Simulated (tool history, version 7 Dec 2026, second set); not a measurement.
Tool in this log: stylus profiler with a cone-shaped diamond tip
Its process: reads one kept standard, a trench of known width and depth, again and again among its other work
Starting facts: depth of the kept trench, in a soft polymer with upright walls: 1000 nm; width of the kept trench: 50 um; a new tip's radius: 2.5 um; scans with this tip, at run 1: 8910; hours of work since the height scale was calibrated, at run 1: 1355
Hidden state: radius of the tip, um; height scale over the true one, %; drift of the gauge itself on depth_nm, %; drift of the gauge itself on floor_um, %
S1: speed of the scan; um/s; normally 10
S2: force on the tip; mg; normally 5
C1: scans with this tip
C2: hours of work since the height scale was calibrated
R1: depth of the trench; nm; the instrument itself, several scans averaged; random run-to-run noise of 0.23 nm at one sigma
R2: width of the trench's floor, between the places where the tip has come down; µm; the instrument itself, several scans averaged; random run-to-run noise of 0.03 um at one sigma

{"run": 1, "hour": 0.0, "S1": 10, "S2": 5, "C1": 8910, "C2": 1355, "R1": 1034.04, "R2": 44.66}
{"run": 2, "hour": 60.5, "S1": 10, "S2": 5, "C1": 9128, "C2": 1388, "R1": 1034.28, "R2": 44.64}
{"run": 3, "hour": 184.2, "S1": 21, "S2": 5, "C1": 9574, "C2": 1455, "R1": 1034.4, "R2": 44.6}
{"hour": 208.2, "done": "height scale calibrated on a step standard"}
{"run": 4, "hour": 276.9, "S1": 10, "S2": 8.07, "C1": 9906, "C2": 38, "R1": 1038.11, "R2": 44.51}
{"run": 5, "hour": 401.3, "S1": 10, "S2": 8.07, "C1": 10354, "C2": 106, "R1": 1038.44, "R2": 44.54}
{"run": 6, "hour": 526.7, "S1": 10, "S2": 8.07, "C1": 10806, "C2": 174, "R1": 1038.92, "R2": 44.43}
{"run": 7, "hour": 650.7, "S1": 10, "S2": 8.07, "C1": 11253, "C2": 242, "R1": 1039.16, "R2": 44.37}
{"run": 8, "hour": 790.0, "S1": 10, "S2": 8.07, "C1": 11755, "C2": 319, "R1": 1039.58, "R2": 44.31}
{"run": 9, "hour": 926.6, "S1": 3, "S2": 5, "C1": 12247, "C2": 393, "R1": 1029.5, "R2": 44.22}
{"run": 10, "hour": 1017.2, "S1": 10, "S2": 1.84, "C1": 12573, "C2": 443, "R1": 1016.69, "R2": 44.22}
{"run": 11, "hour": 1097.7, "S1": 10, "S2": 1.84, "C1": 12863, "C2": 487, "R1": 1017.13, "R2": 44.11}
{"run": 12, "hour": 1203.1, "S1": 10, "S2": 6.62, "C1": 13243, "C2": 545, "R1": 1035.86, "R2": 44.11}
{"run": 13, "hour": 1334.5, "S1": 10, "S2": 6.62, "C1": 13716, "C2": 617, "R1": 1036.38, "R2": 44.07}
{"run": 14, "hour": 1439.8, "S1": 10, "S2": 7.01, "C1": 14096, "C2": 674, "R1": 1038.23, "R2": 44.01}
{"run": 15, "hour": 1556.0, "S1": 10, "S2": 7.01, "C1": 14514, "C2": 738, "R1": 1038.29, "R2": 44.01}
{"run": 16, "hour": 1622.8, "S1": 10, "S2": 5, "C1": 14755, "C2": 775, "R1": 1031.77, "R2": 43.96}
{"run": 17, "hour": 1749.2, "S1": 10, "S2": 5, "C1": 15210, "C2": 844, "R1": 1032.31, "R2": 43.87}
{"run": 18, "hour": 1845.0, "S1": 10, "S2": 5, "C1": 15555, "C2": 896, "R1": 1032.52, "R2": 43.84}
{"run": 19, "hour": 1981.1, "S1": 10, "S2": 5, "C1": 16045, "C2": 971, "R1": 1032.93, "R2": 43.85}
{"run": 20, "hour": 2100.7, "S1": 10, "S2": 5, "C1": 16476, "C2": 1036, "R1": 1033.21, "R2": 43.68}
{"run": 21, "hour": 2233.7, "S1": 35, "S2": 5, "C1": 16955, "C2": 1109, "R1": 1033.55, "R2": 43.63}
{"run": 22, "hour": 2352.5, "S1": 20, "S2": 5, "C1": 17383, "C2": 1174, "R1": 1034.09, "R2": 43.64}
{"run": 23, "hour": 2439.1, "S1": 38, "S2": 1.86, "C1": 17695, "C2": 1222, "R1": 1020.89, "R2": 43.59}
{"run": 24, "hour": 2564.4, "S1": 8, "S2": 4.27, "C1": 18147, "C2": 1290, "R1": 1032.25, "R2": 43.59}
{"run": 25, "hour": 2680.5, "S1": 8, "S2": 5.67, "C1": 18565, "C2": 1354, "R1": 1037.38, "R2": 43.58}
{"run": 26, "hour": 2775.0, "S1": 8, "S2": 5.67, "C1": 18906, "C2": 1406, "R1": 1037.69, "R2": 43.52}
{"hour": 2882.3, "done": "height scale calibrated on a step standard"}
{"run": 27, "hour": 2886.9, "S1": 10, "S2": 3.55, "C1": 19307, "C2": 3, "R1": 1021.94, "R2": 43.43}
{"run": 28, "hour": 3002.9, "S1": 10, "S2": 5.13, "C1": 19725, "C2": 66, "R1": 1028.25, "R2": 43.43}
{"run": 29, "hour": 3107.5, "S1": 10, "S2": 4.1, "C1": 20101, "C2": 123, "R1": 1024.71, "R2": 43.33}
{"run": 30, "hour": 3227.8, "S1": 26, "S2": 7.25, "C1": 20535, "C2": 189, "R1": 1036.11, "R2": 43.33}
{"run": 31, "hour": 3295.4, "S1": 36, "S2": 6.23, "C1": 20778, "C2": 226, "R1": 1032.61, "R2": 43.27}
{"run": 32, "hour": 3385.0, "S1": 36, "S2": 6.23, "C1": 21101, "C2": 275, "R1": 1033.26, "R2": 43.19}
{"run": 33, "hour": 3480.0, "S1": 36, "S2": 6.23, "C1": 21443, "C2": 327, "R1": 1033.33, "R2": 43.24}
{"run": 34, "hour": 3612.8, "S1": 36, "S2": 9.15, "C1": 21922, "C2": 400, "R1": 1043.25, "R2": 43.18}
{"run": 35, "hour": 3755.9, "S1": 10, "S2": 8.23, "C1": 22437, "C2": 478, "R1": 1041.11, "R2": 43.05}
{"run": 36, "hour": 3819.4, "S1": 2, "S2": 8.28, "C1": 22666, "C2": 513, "R1": 1041.15, "R2": 43.1}
{"run": 37, "hour": 3945.1, "S1": 3, "S2": 4, "C1": 23119, "C2": 582, "R1": 1026.66, "R2": 43.04}
{"run": 38, "hour": 4081.5, "S1": 6, "S2": 2.32, "C1": 23610, "C2": 657, "R1": 1019.87, "R2": 42.97}
{"run": 39, "hour": 4151.3, "S1": 6, "S2": 2.32, "C1": 23862, "C2": 695, "R1": 1020.23, "R2": 42.99}
{"run": 40, "hour": 4249.1, "S1": 6, "S2": 2.32, "C1": 24214, "C2": 748, "R1": 1020.09, "R2": 42.93}
{"run": 41, "hour": 4389.6, "S1": 8, "S2": 1.77, "C1": 24720, "C2": 825, "R1": 1017.85, "R2": 42.88}
{"run": 42, "hour": 4475.7, "S1": 2, "S2": 12.03, "C1": 25030, "C2": 873, "R1": 1053.85, "R2": 42.9}
{"run": 43, "hour": 4579.2, "S1": 10, "S2": 13.36, "C1": 25403, "C2": 929, "R1": 1057.84, "R2": 42.87}

Branching from run 43: 3 alternative next runs. What would each branch give?
{"run": "A", "hour": 4698.1, "S1": 10, "S2": 10.79, "C1": 25831, "C2": 994, "R1": "?", "R2": "?"}
{"run": "B", "hour": 4698.1, "S1": 5, "S2": 3.93, "C1": 25831, "C2": 994, "R1": "?", "R2": "?"}
{"run": "C", "hour": 4698.1, "S1": 10, "S2": 5.15, "C1": 25831, "C2": 994, "R1": "?", "R2": "?"}

run=A R1=1051.19 R2=42.75
run=B R1=1028.58 R2=42.81
run=C R1=1033.18 R2=42.77
Stripped of hidden state, with their random variation kept, the same runs would have yielded:
run=A R1=1045.79 R2=45.96
run=B R1=1023.3 R2=46.02
run=C R1=1027.87 R2=45.98
